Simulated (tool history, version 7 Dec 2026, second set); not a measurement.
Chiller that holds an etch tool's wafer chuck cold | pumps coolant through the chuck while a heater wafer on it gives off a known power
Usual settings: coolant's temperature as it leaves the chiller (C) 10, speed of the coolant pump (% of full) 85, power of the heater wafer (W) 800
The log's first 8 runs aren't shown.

| run | hour | coolant's temperature as it leaves the chiller (C) | speed of the coolant pump (% of full) | power of the heater wafer (W) | hours since the coolant was changed and the channels were flushed | hours since the pump was overhauled | hours since the chiller's thermometer was calibrated | chuck's temperature once it has settled (C) | how much warmer the coolant comes back (C) |
|---|---|---|---|---|---|---|---|---|---|
| 9 | 440.5 | 10 | 67 | 800 | 6052 | 1566 | 184 | 21.8 | 2.78 |
| 10 | 497 | 10 | 85 | 906 | 6109 | 1623 | 241 | 21.1 | 2.5 |
| 11 | 546.5 | 10 | 85 | 932 | 6158 | 1672 | 290 | 21.5 | 2.54 |
| 12 | 591.3 | 10 | 85 | 932 | 6203 | 1717 | 335 | 21.5 | 2.5 |
| 13 | 631.3 | 10 | 85 | 932 | 6243 | 1757 | 375 | 21.4 | 2.54 |
| 14 | 687.8 | 8 | 85 | 932 | 6300 | 1814 | 432 | 19.5 | 2.55 |
| 15 | 730.6 | 8 | 85 | 1173 | 6342 | 1856 | 474 | 22.5 | 3.16 |
| 16 | 785.2 | 8 | 85 | 1173 | 6397 | 1911 | 529 | 22.5 | 3.21 |
| 17 | 850.6 | 8 | 85 | 1173 | 6462 | 1976 | 595 | 22.6 | 3.21 |

Run 18 comes next. What will it give?
| 18 | 889 | 8 | 85 | 1173 | 6501 | 2015 | 633 | ? | ? |

Run 18 gave chuck's temperature once it has settled (C) 22.6, how much warmer the coolant comes back (C) 3.2.
Without the tool's hidden state the same run would have given chuck's temperature once it has settled (C) 20.1, how much warmer the coolant comes back (C) 3.06.

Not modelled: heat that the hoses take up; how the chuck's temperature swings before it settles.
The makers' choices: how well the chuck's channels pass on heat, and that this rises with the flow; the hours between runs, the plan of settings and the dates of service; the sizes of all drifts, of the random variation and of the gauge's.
